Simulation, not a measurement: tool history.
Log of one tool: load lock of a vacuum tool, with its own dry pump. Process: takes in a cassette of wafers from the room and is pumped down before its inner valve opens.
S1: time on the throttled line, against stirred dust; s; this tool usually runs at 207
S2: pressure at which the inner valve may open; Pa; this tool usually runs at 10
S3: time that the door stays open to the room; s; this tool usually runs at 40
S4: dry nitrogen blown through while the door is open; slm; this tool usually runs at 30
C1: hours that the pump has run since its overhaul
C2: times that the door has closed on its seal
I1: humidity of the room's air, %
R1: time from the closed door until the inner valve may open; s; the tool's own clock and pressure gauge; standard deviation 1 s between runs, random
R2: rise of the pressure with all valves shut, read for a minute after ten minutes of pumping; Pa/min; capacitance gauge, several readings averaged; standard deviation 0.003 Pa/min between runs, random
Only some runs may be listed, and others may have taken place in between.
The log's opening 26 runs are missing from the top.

{"hour": 7332.2, "done": "door's seal changed, seat wiped"}
{"run": 27, "hour": 7428.3, "S1": 149, "S2": 9, "S3": 125, "S4": 5, "C1": 15355, "C2": 454, "I1": 46.9, "R1": 267.4, "R2": 0.084}
{"run": 28, "hour": 7751.2, "S1": 104, "S2": 9, "S3": 133, "S4": 35, "C1": 15678, "C2": 1980, "I1": 44.6, "R1": 230.5, "R2": 0.045}
{"run": 29, "hour": 8095.0, "S1": 194, "S2": 8, "S3": 133, "S4": 16, "C1": 16022, "C2": 3603, "I1": 49.7, "R1": 309.3, "R2": 0.073}
{"run": 30, "hour": 8344.4, "S1": 132, "S2": 10, "S3": 40, "S4": 12, "C1": 16271, "C2": 4782, "I1": 44.4, "R1": 251.4, "R2": 0.039}
{"run": 31, "hour": 8565.1, "S1": 207, "S2": 10, "S3": 125, "S4": 30, "C1": 16492, "C2": 5824, "I1": 45.3, "R1": 316.9, "R2": 0.052}
{"run": 32, "hour": 8884.6, "S1": 207, "S2": 10, "S3": 51, "S4": 30, "C1": 16812, "C2": 7333, "I1": 43, "R1": 316.4, "R2": 0.036}
{"run": 33, "hour": 9105.4, "S1": 120, "S2": 10, "S3": 85, "S4": 30, "C1": 17032, "C2": 8377, "I1": 46.8, "R1": 241, "R2": 0.041}
{"run": 34, "hour": 9488.4, "S1": 207, "S2": 17, "S3": 122, "S4": 30, "C1": 17415, "C2": 10185, "I1": 44.2, "R1": 308.4, "R2": 0.058}
{"run": 35, "hour": 9668.8, "S1": 207, "S2": 9, "S3": 182, "S4": 30, "C1": 17596, "C2": 11038, "I1": 46, "R1": 320.4, "R2": 0.067}
{"run": 36, "hour": 10003.2, "S1": 207, "S2": 9, "S3": 59, "S4": 11, "C1": 17930, "C2": 12618, "I1": 42.9, "R1": 319.5, "R2": 0.06}
{"run": 37, "hour": 10350.5, "S1": 207, "S2": 9, "S3": 87, "S4": 11, "C1": 18278, "C2": 14258, "I1": 44, "R1": 320.3, "R2": 0.079}
{"run": 38, "hour": 10627.1, "S1": 207, "S2": 9, "S3": 36, "S4": 4, "C1": 18554, "C2": 15565, "I1": 47.8, "R1": 319.4, "R2": 0.067}

What if the next run were any one of these 3? Each begins from the tool's condition after run 38:
{"run": "A", "hour": 10885.4, "S1": 207, "S2": 10, "S3": 40, "S4": 30, "C1": 18812, "C2": 16785, "I1": 48, "R1": "?", "R2": "?"}
{"run": "B", "hour": 10885.4, "S1": 207, "S2": 18, "S3": 36, "S4": 4, "C1": 18812, "C2": 16785, "I1": 45.4, "R1": "?", "R2": "?"}
{"run": "C", "hour": 10885.4, "S1": 207, "S2": 8, "S3": 212, "S4": 16, "C1": 18812, "C2": 16785, "I1": 44.8, "R1": "?", "R2": "?"}

run=A R1=318.3 R2=0.05
run=B R1=308.7 R2=0.068
run=C R1=320 R2=0.106
The same runs, with their run-to-run variation unchanged, on a tool lacking any hidden condition would have given:
run=A R1=303.2 R2=0.027
run=B R1=294.9 R2=0.044
run=C R1=304.9 R2=0.082

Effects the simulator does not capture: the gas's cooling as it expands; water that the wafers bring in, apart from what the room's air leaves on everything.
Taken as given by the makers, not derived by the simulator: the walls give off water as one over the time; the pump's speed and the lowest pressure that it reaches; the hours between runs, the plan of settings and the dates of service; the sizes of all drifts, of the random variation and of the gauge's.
